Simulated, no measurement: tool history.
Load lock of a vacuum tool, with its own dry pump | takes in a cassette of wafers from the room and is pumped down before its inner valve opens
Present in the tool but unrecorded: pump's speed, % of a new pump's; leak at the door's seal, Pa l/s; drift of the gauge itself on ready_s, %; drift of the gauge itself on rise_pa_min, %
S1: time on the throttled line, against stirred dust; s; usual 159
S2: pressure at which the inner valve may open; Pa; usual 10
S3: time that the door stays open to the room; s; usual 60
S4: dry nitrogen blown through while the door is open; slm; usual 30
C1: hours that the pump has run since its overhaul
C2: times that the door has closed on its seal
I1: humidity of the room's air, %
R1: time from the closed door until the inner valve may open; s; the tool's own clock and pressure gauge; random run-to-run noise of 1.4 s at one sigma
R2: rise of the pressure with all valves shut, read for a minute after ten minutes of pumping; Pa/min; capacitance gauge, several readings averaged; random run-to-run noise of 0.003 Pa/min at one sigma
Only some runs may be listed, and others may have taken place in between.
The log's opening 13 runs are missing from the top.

run 14 day=123.108 | S1=159 S2=20 S3=60 S4=30 | C1=2008 C2=17190 | I1=44.5 | R1=227.2 R2=0.225
run 15 day=132.342 | S1=159 S2=20 S3=60 S4=30 | C1=2230 C2=17587 | I1=41.9 | R1=227.7 R2=0.227
run 16 day=142.688 | S1=159 S2=10 S3=60 S4=30 | C1=2478 C2=18032 | I1=45.3 | R1=232.9 R2=0.24
run 17 day=150.292 | S1=159 S2=10 S3=60 S4=30 | C1=2660 C2=18359 | I1=42.6 | R1=232.5 R2=0.239
run 18 day=164.512 | S1=159 S2=10 S3=60 S4=30 | C1=3002 C2=18971 | I1=39.8 | R1=233.7 R2=0.257
run 19 day=176.371 | S1=159 S2=10 S3=60 S4=30 | C1=3286 C2=19481 | I1=43.1 | R1=237.2 R2=0.267
run 20 day=190.542 | S1=159 S2=10 S3=60 S4=30 | C1=3626 C2=20091 | I1=45 | R1=235.2 R2=0.275
run 21 day=204.825 | S1=103 S2=10 S3=60 S4=30 | C1=3969 C2=20705 | I1=43.5 | R1=184.5 R2=0.285
run 22 day=213.925 | S1=159 S2=10 S3=35 S4=5 | C1=4188 C2=21097 | I1=44 | R1=235.9 R2=0.3
run 23 day=226.396 | S1=159 S2=10 S3=35 S4=5 | C1=4487 C2=21633 | I1=46.2 | R1=237.7 R2=0.315
run 24 day=233.312 | S1=189 S2=10 S3=60 S4=30 | C1=4653 C2=21931 | I1=45.4 | R1=262.1 R2=0.308
run 25 day=239.542 | S1=171 S2=18 S3=168 S4=30 | C1=4802 C2=22199 | I1=49.7 | R1=239.1 R2=0.352
run 26 day=254.438 | S1=274 S2=17 S3=175 S4=4 | C1=5160 C2=22840 | I1=44.6 | R1=336.4 R2=0.419
run 27 day=268.412 | S1=253 S2=13 S3=102 S4=11 | C1=5495 C2=23441 | I1=45.6 | R1=320.3 R2=0.373
run 28 day=283.646 | S1=172 S2=10 S3=86 S4=30 | C1=5861 C2=24097 | I1=46.9 | R1=252.2 R2=0.362
run 29 day=298.412 | S1=201 S2=20 S3=109 S4=8 | C1=6215 C2=24732 | I1=43.7 | R1=266.5 R2=0.422
run 30 day=310.796 | S1=201 S2=20 S3=80 S4=19 | C1=6512 C2=25265 | I1=45.1 | R1=271.9 R2=0.404
run 31 day=318.667 | S1=201 S2=12 S3=119 S4=19 | C1=6701 C2=25603 | I1=48.7 | R1=274.1 R2=0.429
run 32 day=327.6 | S1=128 S2=14 S3=58 S4=7 | C1=6916 C2=25988 | I1=47.6 | R1=210.8 R2=0.423
run 33 day=338.95 | S1=128 S2=14 S3=58 S4=7 | C1=7188 C2=26476 | I1=45.5 | R1=209.4 R2=0.433
run 34 day=347.254 | S1=159 S2=19 S3=60 S4=30 | C1=7388 C2=26833 | I1=47.9 | R1=235.3 R2=0.419
run 35 day=356.812 | S1=159 S2=10 S3=60 S4=16 | C1=7617 C2=27245 | I1=43.9 | R1=243.7 R2=0.434
run 36 day=365.321 | S1=117 S2=18 S3=32 S4=18 | C1=7821 C2=27611 | I1=46.8 | R1=201 R2=0.429

Below are 4 alternative next runs, each starting from the tool's condition after run 36. Predict each:
run A day=374.496 | S1=117 S2=8 S3=32 S4=5 | C1=8041 C2=28005 | I1=47.1 | R1=? R2=?
run B day=374.496 | S1=117 S2=18 S3=32 S4=17 | C1=8041 C2=28005 | I1=42.3 | R1=? R2=?
run C day=374.496 | S1=159 S2=10 S3=60 S4=7 | C1=8041 C2=28005 | I1=43.9 | R1=? R2=?
run D day=374.496 | S1=241 S2=8 S3=60 S4=18 | C1=8041 C2=28005 | I1=45.2 | R1=? R2=?

run=A R1=211.7 R2=0.446
run=B R1=200 R2=0.434
run=C R1=244.6 R2=0.457
run=D R1=320.3 R2=0.449
Stripped of hidden state, with their random variation kept, the same runs would have yielded:
run=A R1=195 R2=0.05
run=B R1=185.3 R2=0.039
run=C R1=229.5 R2=0.064
run=D R1=306.1 R2=0.055
